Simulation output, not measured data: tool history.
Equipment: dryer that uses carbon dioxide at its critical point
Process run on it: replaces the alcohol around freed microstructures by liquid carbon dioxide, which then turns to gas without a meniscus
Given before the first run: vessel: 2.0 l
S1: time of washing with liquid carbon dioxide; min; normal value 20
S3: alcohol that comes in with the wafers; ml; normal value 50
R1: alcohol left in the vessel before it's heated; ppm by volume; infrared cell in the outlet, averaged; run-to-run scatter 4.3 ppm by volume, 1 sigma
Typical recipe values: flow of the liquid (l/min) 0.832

Run 1, day 0: usual settings. Result: R1 80 ppm by volume.
Run 2, day 0.433: usual settings. Result: R1 88 ppm by volume.
Run 3, day 1.083: usual settings. Result: R1 86 ppm by volume.
Run 4, day 1.662: usual settings. Result: R1 101 ppm by volume.
Run 5, day 2.092: usual settings. Result: R1 93 ppm by volume.
Run 6, day 2.5: usual settings. Result: R1 103 ppm by volume.
Run 7, day 3.167: usual settings. Result: R1 100 ppm by volume.
Run 8, day 3.825: usual settings but S1 17 min. Result: R1 224 ppm by volume.
Run 9, day 4.692: usual settings but S1 17 min. Result: R1 235 ppm by volume.
Run 10, day 5.592: usual settings but S1 17 min. Result: R1 221 ppm by volume.
Run 11, day 5.996: usual settings but S1 17 min. Result: R1 227 ppm by volume.
Run 12, day 6.871: usual settings but S1 17 min. Result: R1 243 ppm by volume.
Run 13, day 7.742: usual settings but S1 17 min. Result: R1 262 ppm by volume.
Run 14, day 8.579: usual settings but S1 17 min. Result: R1 256 ppm by volume.
At day 9.042: inlet filter changed.
Run 15, day 9.117: usual settings but S1 29 min. Result: R1 21 ppm by volume.
Run 16, day 9.5: usual settings but S1 29 min. Result: R1 21 ppm by volume.
Run 17, day 10.388: usual settings but S1 29 min. Result: R1 24 ppm by volume.
Run 18, day 10.983: usual settings but flow of the liquid (l/min) 0.921. Result: R1 36 ppm by volume.
Run 19, day 11.412: usual settings but flow of the liquid (l/min) 0.921. Result: R1 44 ppm by volume.
Run 20, day 11.796: usual settings but flow of the liquid (l/min) 0.921. Result: R1 44 ppm by volume.
Run 21, day 12.592: usual settings but flow of the liquid (l/min) 0.921. Result: R1 47 ppm by volume.
Run 22, day 13.512: usual settings. Result: R1 71 ppm by volume.
Run 23, day 14.4: usual settings. Result: R1 85 ppm by volume.
Run 24, day 15.288: usual settings. Result: R1 84 ppm by volume.
Run 25, day 15.671: usual settings but S1 24 min, S3 67 ml. Result: R1 47 ppm by volume.
Run 26, day 16.154: usual settings but S1 26 min, flow of the liquid (l/min) 0.842, S3 61 ml. Result: R1 38 ppm by volume.
Run 27, day 16.921: usual settings but S1 13 min, flow of the liquid (l/min) 0.77, S3 30 ml. Result: R1 433 ppm by volume.
Run 28, day 17.858: usual settings but S1 13 min, flow of the liquid (l/min) 0.77, S3 30 ml. Result: R1 445 ppm by volume.
Run 29, day 18.767: usual settings but S3 27 ml. Result: R1 68 ppm by volume.
Run 30, day 19.367: usual settings but S1 19 min, flow of the liquid (l/min) 1.37, S3 102 ml. Result: R1 30 ppm by volume.
Run 31, day 20.104: usual settings but S1 30 min, flow of the liquid (l/min) 0.938, S3 102 ml. Result: R1 27 ppm by volume.
Run 32, day 20.688: usual settings but S1 30 min, flow of the liquid (l/min) 0.938, S3 102 ml. Result: R1 32 ppm by volume.
Run 33, day 21.067: usual settings but S1 18 min, flow of the liquid (l/min) 0.933, S3 28 ml. Result: R1 69 ppm by volume.
Run 34, day 21.746: usual settings but S1 18 min, flow of the liquid (l/min) 0.933, S3 28 ml. Result: R1 70 ppm by volume.
Run 35, day 22.542: usual settings but S1 18 min, flow of the liquid (l/min) 0.933, S3 28 ml. Result: R1 78 ppm by volume.
Run 36, day 23.038: usual settings but S1 16 min, S3 113 ml. Result: R1 629 ppm by volume.
Run 37, day 23.479: usual settings but S1 24 min, flow of the liquid (l/min) 0.803, S3 44 ml. Result: R1 53 ppm by volume.
Run 38, day 23.896: usual settings but S1 22 min, flow of the liquid (l/min) 0.761, S3 44 ml. Result: R1 110 ppm by volume.
Run 39, day 24.546: usual settings but S1 14 min, flow of the liquid (l/min) 1.121, S3 37 ml. Result: R1 117 ppm by volume.
Run 40, day 25.358: usual settings but S1 24 min, flow of the liquid (l/min) 1.406, S3 28 ml. Result: R1 21 ppm by volume.
Run 41, day 25.783: usual settings but S1 24 min, flow of the liquid (l/min) 1.406, S3 60 ml. Result: R1 30 ppm by volume.
Run 42, day 26.612: usual settings but S1 23 min, flow of the liquid (l/min) 1.406, S3 61 ml. Result: R1 34 ppm by volume.
Run 43, day 27.092: usual settings but S1 26 min, flow of the liquid (l/min) 1.177, S3 73 ml. Result: R1 29 ppm by volume.
Run 44, day 27.625: usual settings but S1 24 min, flow of the liquid (l/min) 0.811, S3 81 ml. Result: R1 95 ppm by volume.
At day 28.258: inlet filter changed.
Run 45, day 28.538: usual settings but S1 14 min, flow of the liquid (l/min) 0.987, S3 115 ml. Result: R1 324 ppm by volume.
Run 46, day 29.092: usual settings but S1 15 min, flow of the liquid (l/min) 1.001, S3 73 ml. Result: R1 152 ppm by volume.

5 options for the next run, each taken on its own from the tool as it stands now. Forecast them:
Run A, day 29.85: usual settings but S1 15 min, flow of the liquid (l/min) 1.404, S3 71 ml. Result: R1 ?.
Run B, day 29.85: usual settings but S1 17 min, flow of the liquid (l/min) 1.174. Result: R1 ?.
Run C, day 29.85: usual settings but S1 22 min, flow of the liquid (l/min) 1.198, S3 90 ml. Result: R1 ?.
Run D, day 29.85: usual settings but S1 18 min, flow of the liquid (l/min) 0.855. Result: R1 ?.
Run E, day 29.85: usual settings but S1 24 min, flow of the liquid (l/min) 1.001, S3 41 ml. Result: R1 ?.

run   R1
  A   42
  B   51
  C   46
  D  107
  E   38
Had the tool no hidden state, the same runs would have come out as:
run  R1
  A  14
  B  24
  C  20
  D  75
  E  12
